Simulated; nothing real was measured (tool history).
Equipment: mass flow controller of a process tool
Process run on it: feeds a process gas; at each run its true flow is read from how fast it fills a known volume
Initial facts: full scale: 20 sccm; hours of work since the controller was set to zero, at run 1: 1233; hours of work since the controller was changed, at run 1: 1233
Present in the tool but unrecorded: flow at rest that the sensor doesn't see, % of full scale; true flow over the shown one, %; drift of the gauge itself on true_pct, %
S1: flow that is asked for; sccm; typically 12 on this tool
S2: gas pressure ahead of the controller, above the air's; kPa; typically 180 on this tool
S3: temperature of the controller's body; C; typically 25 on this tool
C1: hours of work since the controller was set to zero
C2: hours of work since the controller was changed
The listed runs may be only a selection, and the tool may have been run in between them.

{"run": 1, "hour": 0.0, "S1": 12, "S2": 180, "S3": 25, "C1": 1233, "C2": 1233, "true flow (%)": 99.58}
{"run": 2, "hour": 75.0, "S1": 12, "S2": 180, "S3": 25, "C1": 1291, "C2": 1291, "true flow (%)": 99.85}
{"run": 3, "hour": 148.1, "S1": 12, "S2": 180, "S3": 25, "C1": 1348, "C2": 1348, "true flow (%)": 99.66}
{"run": 4, "hour": 199.1, "S1": 12, "S2": 180, "S3": 25, "C1": 1388, "C2": 1388, "true flow (%)": 99.75}
{"run": 5, "hour": 251.0, "S1": 12, "S2": 180, "S3": 25, "C1": 1429, "C2": 1429, "true flow (%)": 99.67}
{"run": 6, "hour": 337.8, "S1": 12, "S2": 180, "S3": 25, "C1": 1496, "C2": 1496, "true flow (%)": 99.78}
{"run": 7, "hour": 405.9, "S1": 12, "S2": 180, "S3": 25, "C1": 1549, "C2": 1549, "true flow (%)": 99.76}
{"run": 8, "hour": 461.9, "S1": 9, "S2": 185, "S3": 33, "C1": 1593, "C2": 1593, "true flow (%)": 99.64}
{"run": 9, "hour": 550.3, "S1": 5, "S2": 254, "S3": 21, "C1": 1662, "C2": 1662, "true flow (%)": 97.88}
{"run": 10, "hour": 630.7, "S1": 7, "S2": 177, "S3": 34, "C1": 1724, "C2": 1724, "true flow (%)": 99.26}
{"run": 11, "hour": 717.3, "S1": 20, "S2": 147, "S3": 23, "C1": 1792, "C2": 1792, "true flow (%)": 100.88}
{"run": 12, "hour": 807.6, "S1": 7, "S2": 147, "S3": 23, "C1": 1862, "C2": 1862, "true flow (%)": 98.91}
{"run": 13, "hour": 897.5, "S1": 7, "S2": 180, "S3": 25, "C1": 1932, "C2": 1932, "true flow (%)": 99.0}
{"run": 14, "hour": 962.2, "S1": 7, "S2": 180, "S3": 25, "C1": 1982, "C2": 1982, "true flow (%)": 99.03}

Some steps in true flow (%), run to run, broken into two amounts with sign: the step expected even without the hidden condition (settings, incoming material, random variation), and the rest, left for the hidden condition together with whatever gauge scatter is not in both the measured and the hidden-condition-free result:
Run 10 -> 11: S1 7 -> 20, S2 177 -> 147, S3 34 -> 23. true flow (%) +1.62: hidden state +0.47, all else +1.15.
Run 11 -> 12: S1 20 -> 7. true flow (%) -1.97: hidden state -0.45, all else -1.52.
